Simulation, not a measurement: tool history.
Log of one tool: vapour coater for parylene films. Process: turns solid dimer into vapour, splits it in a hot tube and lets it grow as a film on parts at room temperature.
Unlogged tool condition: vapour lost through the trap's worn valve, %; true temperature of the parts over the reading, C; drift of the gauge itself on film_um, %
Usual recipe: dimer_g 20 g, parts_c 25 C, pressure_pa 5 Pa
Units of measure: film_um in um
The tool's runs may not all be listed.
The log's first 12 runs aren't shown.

| run | hour | dimer_g | parts_c | pressure_pa | hours of work since the trap's valve was overhauled | hours of work since the table's thermometer was calibrated | film_um |
|---|---|---|---|---|---|---|---|
| 13 | 175.8 | 20 | 29 | 5 | 487 | 291 | 11.76 |
| 14 | 196.8 | 20 | 25 | 5 | 497 | 302 | 13.7 |
| 15 | 205.8 | 20 | 25 | 5 | 502 | 306 | 13.43 |
| 16 | 225.8 | 20 | 25 | 5 | 511 | 316 | 13.65 |
| 17 | 236.3 | 26 | 33 | 6.85 | 517 | 321 | 12.41 |
| 18 | 254.3 | 20 | 17 | 3.19 | 525 | 330 | 19.31 |
| 19 | 266.1 | 12 | 25 | 7.59 | 531 | 335 | 7.69 |
| 20 | 281.1 | 29 | 32 | 5.82 | 538 | 343 | 14.45 |
| 21 | 291.8 | 18 | 33 | 9.11 | 544 | 348 | 8.19 |
| 22 | 304.5 | 18 | 33 | 9.11 | 550 | 354 | 8.2 |
| 23 | 319.3 | 11 | 23 | 9.11 | 557 | 361 | 7.43 |
| 24 | 330.3 | 12 | 24 | 8.41 | 562 | 367 | 7.91 |
| 25 | 344.3 | 12 | 24 | 8.41 | 569 | 373 | 7.89 |
| 26 | 359.5 | 12 | 24 | 8.41 | 576 | 381 | 7.71 |
| 27 | 374.4 | 20 | 25 | 4.23 | 584 | 388 | 13.43 |
| 28 | 387.7 | 21 | 26 | 2.83 | 590 | 395 | 14.28 |
| 29 | 406.6 | 10 | 19 | 3.41 | 599 | 404 | 8.87 |
| 30 | 425.2 | 10 | 19 | 3.41 | 608 | 413 | 8.81 |
| 31 | 435.3 | 10 | 19 | 3.41 | 613 | 418 | 8.54 |
| 32 | 444.4 | 10 | 19 | 3.41 | 618 | 422 | 8.64 |

What if the next run were any one of these 5? Each begins from the tool's condition after run 32:
| A | 458.5 | 29 | 27 | 8.7 | 625 | 429 | ? |
| B | 458.5 | 10 | 19 | 6.13 | 625 | 429 | ? |
| C | 458.5 | 10 | 23 | 3.41 | 625 | 429 | ? |
| D | 458.5 | 26 | 33 | 3.42 | 625 | 429 | ? |
| E | 458.5 | 20 | 25 | 3 | 625 | 429 | ? |

| run | film_um |
|---|---|
| A | 16.73 |
| B | 8.24 |
| C | 7.39 |
| D | 13.21 |
| E | 13.78 |
What these runs would have given with no unlogged condition in the tool:
| run | film_um |
|---|---|
| A | 19.22 |
| B | 9.47 |
| C | 8.48 |
| D | 15.17 |
| E | 15.83 |
